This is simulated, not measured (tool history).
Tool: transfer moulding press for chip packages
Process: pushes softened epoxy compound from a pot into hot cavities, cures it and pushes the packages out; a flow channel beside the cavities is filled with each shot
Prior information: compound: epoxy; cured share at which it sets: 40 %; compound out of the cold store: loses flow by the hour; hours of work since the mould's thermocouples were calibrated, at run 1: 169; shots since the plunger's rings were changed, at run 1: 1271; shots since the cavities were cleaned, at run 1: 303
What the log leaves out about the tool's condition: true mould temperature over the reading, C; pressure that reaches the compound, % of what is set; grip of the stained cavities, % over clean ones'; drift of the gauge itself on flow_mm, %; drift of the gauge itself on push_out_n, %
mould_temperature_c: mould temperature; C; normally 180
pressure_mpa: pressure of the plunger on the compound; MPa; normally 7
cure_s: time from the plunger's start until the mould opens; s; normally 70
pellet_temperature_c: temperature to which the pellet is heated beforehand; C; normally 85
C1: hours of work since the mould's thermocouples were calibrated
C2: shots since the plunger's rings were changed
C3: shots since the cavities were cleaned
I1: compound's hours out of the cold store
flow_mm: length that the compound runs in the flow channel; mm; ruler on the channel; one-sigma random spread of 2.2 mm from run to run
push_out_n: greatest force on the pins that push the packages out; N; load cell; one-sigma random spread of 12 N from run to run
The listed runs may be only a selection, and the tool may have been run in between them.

run 1 hour=0 | mould_temperature_c=180 pressure_mpa=7 cure_s=70 pellet_temperature_c=85 | C1=169 C2=1271 C3=303 | I1=20 | flow_mm=665 push_out_n=764
-- hour=12.3 cavities cleaned with cleaning compound and waxed
run 2 hour=16.5 | mould_temperature_c=180 pressure_mpa=7 cure_s=70 pellet_temperature_c=85 | C1=180 C2=1542 C3=75 | I1=17 | flow_mm=663 push_out_n=617
run 3 hour=38 | mould_temperature_c=180 pressure_mpa=7 cure_s=70 pellet_temperature_c=85 | C1=195 C2=1932 C3=465 | I1=34.4 | flow_mm=635 push_out_n=817
-- hour=41.4 cavities cleaned with cleaning compound and waxed
run 4 hour=62.3 | mould_temperature_c=181 pressure_mpa=7 cure_s=70 pellet_temperature_c=85 | C1=210 C2=2345 C3=379 | I1=24.3 | flow_mm=645 push_out_n=710
-- hour=71.2 cavities cleaned with cleaning compound and waxed
run 5 hour=93.6 | mould_temperature_c=181 pressure_mpa=7 cure_s=70 pellet_temperature_c=85 | C1=231 C2=2885 C3=405 | I1=11.7 | flow_mm=661 push_out_n=755
-- hour=100.9 cavities cleaned with cleaning compound and waxed
run 6 hour=123.4 | mould_temperature_c=181 pressure_mpa=7 cure_s=70 pellet_temperature_c=85 | C1=251 C2=3397 C3=407 | I1=15.4 | flow_mm=650 push_out_n=738
-- hour=130.7 cavities cleaned with cleaning compound and waxed
-- hour=142.1 plunger's sealing rings changed
run 7 hour=155.9 | mould_temperature_c=181 pressure_mpa=7 cure_s=70 pellet_temperature_c=85 | C1=270 C2=250 C3=411 | I1=9.6 | flow_mm=681 push_out_n=749
-- hour=161.7 cavities cleaned with cleaning compound and waxed
run 8 hour=173.1 | mould_temperature_c=180 pressure_mpa=7 cure_s=70 pellet_temperature_c=85 | C1=281 C2=534 C3=206 | I1=32.3 | flow_mm=648 push_out_n=656
-- hour=190.7 cavities cleaned with cleaning compound and waxed
run 9 hour=201.5 | mould_temperature_c=180 pressure_mpa=7 cure_s=70 pellet_temperature_c=85 | C1=300 C2=1022 C3=196 | I1=40.6 | flow_mm=632 push_out_n=654
-- hour=219.6 cavities cleaned with cleaning compound and waxed
run 10 hour=230.9 | mould_temperature_c=180 pressure_mpa=7 cure_s=70 pellet_temperature_c=85 | C1=319 C2=1526 C3=205 | I1=22.6 | flow_mm=653 push_out_n=637
-- hour=248.8 cavities cleaned with cleaning compound and waxed
run 11 hour=261.7 | mould_temperature_c=180 pressure_mpa=7 cure_s=70 pellet_temperature_c=95 | C1=340 C2=2057 C3=234 | I1=12.6 | flow_mm=669 push_out_n=647
-- hour=278 cavities cleaned with cleaning compound and waxed
run 12 hour=284.5 | mould_temperature_c=180 pressure_mpa=7 cure_s=70 pellet_temperature_c=95 | C1=354 C2=2443 C3=119 | I1=40.9 | flow_mm=618 push_out_n=579
run 13 hour=299.4 | mould_temperature_c=180 pressure_mpa=7 cure_s=57 pellet_temperature_c=95 | C1=365 C2=2712 C3=388 | I1=37.1 | flow_mm=622 push_out_n=1283
-- hour=306.5 cavities cleaned with cleaning compound and waxed
run 14 hour=329.6 | mould_temperature_c=182 pressure_mpa=6.25 cure_s=103 pellet_temperature_c=95 | C1=385 C2=3232 C3=418 | I1=36.5 | flow_mm=580 push_out_n=406
-- hour=335.9 cavities cleaned with cleaning compound and waxed
-- hour=359.2 plunger's sealing rings changed
run 15 hour=364.7 | mould_temperature_c=180 pressure_mpa=6.02 cure_s=53 pellet_temperature_c=77 | C1=406 C2=100 C3=476 | I1=36.3 | flow_mm=595 push_out_n=1635

Expected results for the next run?
-- hour=369.1 cavities cleaned with cleaning compound and waxed
run 16 hour=389.7 | mould_temperature_c=180 pressure_mpa=7.74 cure_s=53 pellet_temperature_c=91 | C1=422 C2=525 C3=372 | I1=38.6 | flow_mm=? push_out_n=?

Run 16 came out at flow_mm 671 mm, push_out_n 1426 N.
Were there no unlogged condition in the tool, this run, its random variation unchanged, would have produced flow_mm 677 mm, push_out_n 1021 N.
